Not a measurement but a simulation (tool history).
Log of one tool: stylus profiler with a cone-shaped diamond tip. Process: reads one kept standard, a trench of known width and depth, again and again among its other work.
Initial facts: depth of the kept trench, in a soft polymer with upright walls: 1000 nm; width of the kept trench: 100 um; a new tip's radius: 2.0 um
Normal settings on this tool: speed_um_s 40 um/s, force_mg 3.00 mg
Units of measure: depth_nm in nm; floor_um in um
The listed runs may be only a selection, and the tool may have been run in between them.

| run | hour | speed_um_s | force_mg | depth_nm | floor_um |
|---|---|---|---|---|---|
| 1 | 0.0 | 40 | 3.00 | 1016.08 | 96.34 |
| 2 | 121.5 | 77 | 3.00 | 1016.22 | 96.17 |
| 3 | 185.7 | 77 | 3.00 | 1016.29 | 96.16 |
|  | 298.0 | new tip fitted, height scale calibrated |
| 4 | 302.1 | 40 | 3.00 | 1016.00 | 96.27 |
| 5 | 425.0 | 40 | 3.00 | 1016.47 | 96.37 |
| 6 | 555.3 | 40 | 3.00 | 1016.09 | 96.30 |
| 7 | 618.8 | 40 | 3.00 | 1016.26 | 96.36 |
| 8 | 730.8 | 40 | 3.00 | 1015.84 | 96.31 |
| 9 | 809.4 | 55 | 1.49 | 1010.51 | 96.22 |
| 10 | 895.4 | 33 | 7.42 | 1029.59 | 96.41 |
| 11 | 1006.2 | 33 | 8.54 | 1032.16 | 96.44 |
| 12 | 1061.6 | 40 | 1.29 | 1009.30 | 96.22 |
| 13 | 1187.4 | 13 | 1.15 | 1008.44 | 96.45 |
| 14 | 1307.9 | 13 | 1.15 | 1009.05 | 96.40 |
| 15 | 1373.3 | 40 | 7.72 | 1030.48 | 96.37 |
| 16 | 1500.7 | 40 | 7.72 | 1030.36 | 96.41 |

5 ways to go on from here, each from the tool as it stands after run 16. What would each give?
| A | 1597.6 | 11 | 3.78 | ? | ? |
| B | 1597.6 | 33 | 3.46 | ? | ? |
| C | 1597.6 | 74 | 2.79 | ? | ? |
| D | 1597.6 | 16 | 7.93 | ? | ? |
| E | 1597.6 | 40 | 1.77 | ? | ? |

| run | depth_nm | floor_um |
|---|---|---|
| A | 1018.65 | 96.51 |
| B | 1017.59 | 96.34 |
| C | 1014.68 | 96.11 |
| D | 1030.90 | 96.49 |
| E | 1011.01 | 96.27 |
With the hidden condition removed and each run's random variation left untouched, the same runs would have given:
| run | depth_nm | floor_um |
|---|---|---|
| A | 1018.64 | 96.52 |
| B | 1017.58 | 96.35 |
| C | 1014.67 | 96.11 |
| D | 1030.89 | 96.50 |
| E | 1011.00 | 96.27 |
